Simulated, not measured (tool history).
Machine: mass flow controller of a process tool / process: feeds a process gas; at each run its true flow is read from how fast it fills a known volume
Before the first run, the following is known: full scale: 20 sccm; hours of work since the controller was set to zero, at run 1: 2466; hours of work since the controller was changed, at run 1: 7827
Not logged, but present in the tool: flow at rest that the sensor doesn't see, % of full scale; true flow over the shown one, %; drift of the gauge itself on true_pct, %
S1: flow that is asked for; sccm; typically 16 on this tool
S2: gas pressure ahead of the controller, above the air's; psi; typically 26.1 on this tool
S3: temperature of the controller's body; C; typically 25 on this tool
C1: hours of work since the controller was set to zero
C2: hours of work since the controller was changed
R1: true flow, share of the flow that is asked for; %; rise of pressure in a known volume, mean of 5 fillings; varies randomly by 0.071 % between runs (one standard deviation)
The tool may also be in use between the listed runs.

run,hour,S1,S2,S3,C1,C2,R1
1,0,16,26.1,25,2466,7827,99.84
2,288.5,16,38,25,2677,8037,100.16
3,624.9,16,38,25,2922,8283,100.2
4,893.3,16,38,25,3118,8479,100.22
5,1071.8,16,38,25,3249,8609,100.26
6,1430.5,16,26.1,37,3511,8871,101.1
7,1629.9,16,26.1,37,3656,9017,101.13
8,1984.5,16,26.1,37,3915,9276,100.99
9,2233.3,16,26.1,37,4097,9458,101.14
10,2396.3,16,20.6,37,4216,9577,100.97

Predict the results of run 11:
11,2673.4,9,30.6,25,4419,9779,?

R1: 99.87 %
With no hidden state in the tool, this same run would have given R1 99.87 %.
